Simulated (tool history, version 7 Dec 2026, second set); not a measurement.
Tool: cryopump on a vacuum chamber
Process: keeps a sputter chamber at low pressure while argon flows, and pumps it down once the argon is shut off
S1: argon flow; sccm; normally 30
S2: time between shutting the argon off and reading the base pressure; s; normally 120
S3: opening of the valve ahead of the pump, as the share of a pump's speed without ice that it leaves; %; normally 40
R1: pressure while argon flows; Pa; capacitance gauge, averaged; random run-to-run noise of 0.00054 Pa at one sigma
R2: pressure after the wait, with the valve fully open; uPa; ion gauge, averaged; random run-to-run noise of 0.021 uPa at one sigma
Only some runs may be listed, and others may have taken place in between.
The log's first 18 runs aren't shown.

{"run": 19, "hour": 506.3, "S1": 13, "S2": 120, "S3": 30, "R1": 0.0422, "R2": 0.84}
{"run": 20, "hour": 531.4, "S1": 30, "S2": 85, "S3": 27, "R1": 0.1095, "R2": 0.87}
{"run": 21, "hour": 556.2, "S1": 26, "S2": 24, "S3": 24, "R1": 0.1055, "R2": 1.54}
{"run": 22, "hour": 573.4, "S1": 30, "S2": 42, "S3": 40, "R1": 0.0741, "R2": 1.18}
{"run": 23, "hour": 592.7, "S1": 30, "S2": 41, "S3": 40, "R1": 0.0752, "R2": 1.14}
{"run": 24, "hour": 624.5, "S1": 30, "S2": 176, "S3": 22, "R1": 0.1338, "R2": 0.8}
{"run": 25, "hour": 646.5, "S1": 21, "S2": 176, "S3": 54, "R1": 0.0393, "R2": 0.86}
{"run": 26, "hour": 674.7, "S1": 21, "S2": 176, "S3": 54, "R1": 0.0392, "R2": 0.89}
{"run": 27, "hour": 690.5, "S1": 21, "S2": 176, "S3": 54, "R1": 0.0397, "R2": 0.88}
{"run": 28, "hour": 718.8, "S1": 30, "S2": 120, "S3": 16, "R1": 0.1834, "R2": 0.95}
{"run": 29, "hour": 739.6, "S1": 37, "S2": 98, "S3": 29, "R1": 0.1252, "R2": 1.01}
{"run": 30, "hour": 773.3, "S1": 37, "S2": 26, "S3": 25, "R1": 0.1459, "R2": 1.55}

For run 31, what comes out?
{"run": 31, "hour": 792.6, "S1": 19, "S2": 184, "S3": 57, "R1": "?", "R2": "?"}

Run 31 produced R1 0.0337 Pa, R2 0.95 uPa.
Were there no unlogged condition in the tool, this run, its random variation unchanged, would have produced R1 0.0312 Pa, R2 0.28 uPa.
